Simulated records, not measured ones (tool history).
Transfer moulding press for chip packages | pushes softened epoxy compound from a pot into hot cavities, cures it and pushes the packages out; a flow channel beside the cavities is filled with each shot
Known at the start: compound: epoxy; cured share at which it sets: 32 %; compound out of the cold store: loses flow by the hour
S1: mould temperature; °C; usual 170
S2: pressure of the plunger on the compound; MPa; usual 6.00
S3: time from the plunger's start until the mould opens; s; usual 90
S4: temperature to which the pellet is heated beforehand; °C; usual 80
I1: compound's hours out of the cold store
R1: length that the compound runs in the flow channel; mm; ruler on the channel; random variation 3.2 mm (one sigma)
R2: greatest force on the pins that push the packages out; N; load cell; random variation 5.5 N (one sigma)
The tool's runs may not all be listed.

run	hour	S1	S2	S3	S4	I1	R1	R2
1	0.0	170	6.00	90	80	38.6	667	196
# hour 26.1: mould's thermocouples calibrated
# hour 40.3: cavities cleaned with cleaning compound and waxed
2	40.3	170	6.00	90	80	12.7	747	197
3	71.3	170	6.00	90	80	29.4	694	304
# hour 79.4: cavities cleaned with cleaning compound and waxed
4	98.7	170	6.00	90	80	45.2	645	276
# hour 118.2: cavities cleaned with cleaning compound and waxed
5	138.3	168	6.00	90	80	13.7	736	307
# hour 154.3: plunger's sealing rings changed
# hour 159.1: cavities cleaned with cleaning compound and waxed
6	174.1	168	6.00	90	80	47.3	672	264
# hour 197.7: cavities cleaned with cleaning compound and waxed
7	204.0	173	6.00	100	80	30.4	695	208
8	230.0	167	6.00	90	80	44.7	671	336
# hour 236.0: cavities cleaned with cleaning compound and waxed
9	261.0	165	6.00	100	80	37.9	690	317
# hour 275.4: cavities cleaned with cleaning compound and waxed
10	302.0	165	6.00	100	80	38.1	689	313
# hour 315.4: cavities cleaned with cleaning compound and waxed
11	336.8	165	6.00	100	80	40.5	684	295

The same runs without the tool's hidden state, with the same run-to-run variation:
The hidden state here: true mould temperature over the reading, C; pressure that reaches the compound, % of what is set; grip of the stained cavities, % over clean ones'; drift of the gauge itself on flow_mm, %; drift of the gauge itself on push_out_n, %.
run	R1	R2
1	685	191
2	767	192
3	715	180
4	666	192
5	764	210
6	675	191
7	700	174
8	678	204
9	700	204
10	701	205
11	699	204
